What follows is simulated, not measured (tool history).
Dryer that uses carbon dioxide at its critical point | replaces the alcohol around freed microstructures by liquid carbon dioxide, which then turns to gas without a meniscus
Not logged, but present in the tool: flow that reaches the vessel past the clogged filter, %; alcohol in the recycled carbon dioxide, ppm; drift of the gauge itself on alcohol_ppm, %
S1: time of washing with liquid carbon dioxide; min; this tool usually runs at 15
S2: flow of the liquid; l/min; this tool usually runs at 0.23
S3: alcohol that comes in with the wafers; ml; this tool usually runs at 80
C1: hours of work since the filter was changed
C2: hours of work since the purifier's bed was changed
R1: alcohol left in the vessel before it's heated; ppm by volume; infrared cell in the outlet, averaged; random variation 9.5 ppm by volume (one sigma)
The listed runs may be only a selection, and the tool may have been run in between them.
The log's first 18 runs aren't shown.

| run | hour | S1 | S2 | S3 | C1 | C2 | R1 |
|---|---|---|---|---|---|---|---|
| 19 | 119.6 | 15 | 0.344 | 80 | 443 | 145 | 101 |
| 20 | 127 | 15 | 0.344 | 80 | 449 | 151 | 98 |
| 21 | 136.6 | 15 | 0.344 | 80 | 456 | 158 | 96 |
| 22 | 143.4 | 15 | 0.174 | 80 | 461 | 163 | 3215 |
| 23 | 149.8 | 15 | 0.174 | 80 | 466 | 168 | 3137 |
| 24 | 158.2 | 15 | 0.299 | 80 | 473 | 175 | 198 |
| 25 | 165.6 | 16 | 0.23 | 50 | 478 | 180 | 418 |
| 26 | 171.4 | 9 | 0.23 | 80 | 483 | 185 | 6711 |
| 27 | 180.6 | 9 | 0.378 | 22 | 490 | 192 | 263 |
| 28 | 184.8 | 17 | 0.204 | 61 | 493 | 195 | 695 |
| 29 | 191.7 | 20 | 0.204 | 53 | 499 | 201 | 277 |
| 30 | 197.1 | 20 | 0.331 | 53 | 503 | 205 | 69 |
| 31 | 204.7 | 20 | 0.331 | 53 | 509 | 211 | 74 |
| 32 | 213.9 | 20 | 0.331 | 53 | 516 | 218 | 81 |
| 33 | 221.4 | 20 | 0.158 | 53 | 522 | 224 | 1035 |
| 34 | 226.2 | 20 | 0.158 | 53 | 525 | 227 | 1006 |
| 35 | 234.3 | 15 | 0.39 | 80 | 532 | 234 | 93 |
| 36 | 243.1 | 12 | 0.39 | 25 | 538 | 240 | 116 |

Run 37 comes next. What will it give?
| 37 | 250.7 | 20 | 0.256 | 80 | 544 | 246 | ? |

R1: 145 ppm by volume
Were there no unlogged condition in the tool, this run, its random variation unchanged, would have produced R1 38 ppm by volume.

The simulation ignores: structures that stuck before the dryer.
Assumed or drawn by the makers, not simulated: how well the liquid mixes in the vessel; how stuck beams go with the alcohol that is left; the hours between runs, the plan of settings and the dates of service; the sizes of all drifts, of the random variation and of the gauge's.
